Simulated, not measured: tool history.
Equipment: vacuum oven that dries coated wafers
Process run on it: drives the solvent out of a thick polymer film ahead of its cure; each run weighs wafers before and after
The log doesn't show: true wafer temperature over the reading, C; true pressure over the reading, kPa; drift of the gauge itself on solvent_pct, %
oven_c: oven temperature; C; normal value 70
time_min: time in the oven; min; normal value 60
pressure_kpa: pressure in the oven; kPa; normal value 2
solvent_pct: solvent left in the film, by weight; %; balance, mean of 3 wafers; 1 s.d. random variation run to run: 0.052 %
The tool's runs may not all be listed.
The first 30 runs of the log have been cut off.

run	day	oven_c	time_min	pressure_kpa	hours of work since the thermocouples were calibrated	hours of work since the vacuum gauge was cleaned of residue	solvent_pct
31	75.204	63	63	1.45	448	1917	2.65
32	77.1	63	63	1.45	480	1949	2.57
33	79.525	63	63	1.45	521	1990	2.66
34	82.508	63	63	1.45	570	2039	2.59
35	84.108	63	63	1.45	597	2066	2.53
36	86.454	70	47	1.45	636	2105	1.71
37	88.65	70	47	1.45	673	2142	1.75
38	90.846	70	60	1.65	710	2179	1.34
39	94.192	70	60	1.65	766	2235	1.34
40	96.267	64	82	6.45	800	2269	5.06
41	97.85	73	41	3.73	827	2296	2.41
42	101.242	70	50	2	883	2352	1.73

Each row is a separate what-if for the run after 42, all from the same tool condition, not one after another. Results?
A	103.975	64	60	2	929	2398	?
B	103.975	56	60	1.11	929	2398	?
C	103.975	71	41	2	929	2398	?
D	103.975	62	60	4.27	929	2398	?

run	solvent_pct
A	2.87
B	4.78
C	2.01
D	4.83
Had the tool no hidden state, the same runs would have come out as:
run	solvent_pct
A	2.85
B	4.76
C	1.99
D	4.8

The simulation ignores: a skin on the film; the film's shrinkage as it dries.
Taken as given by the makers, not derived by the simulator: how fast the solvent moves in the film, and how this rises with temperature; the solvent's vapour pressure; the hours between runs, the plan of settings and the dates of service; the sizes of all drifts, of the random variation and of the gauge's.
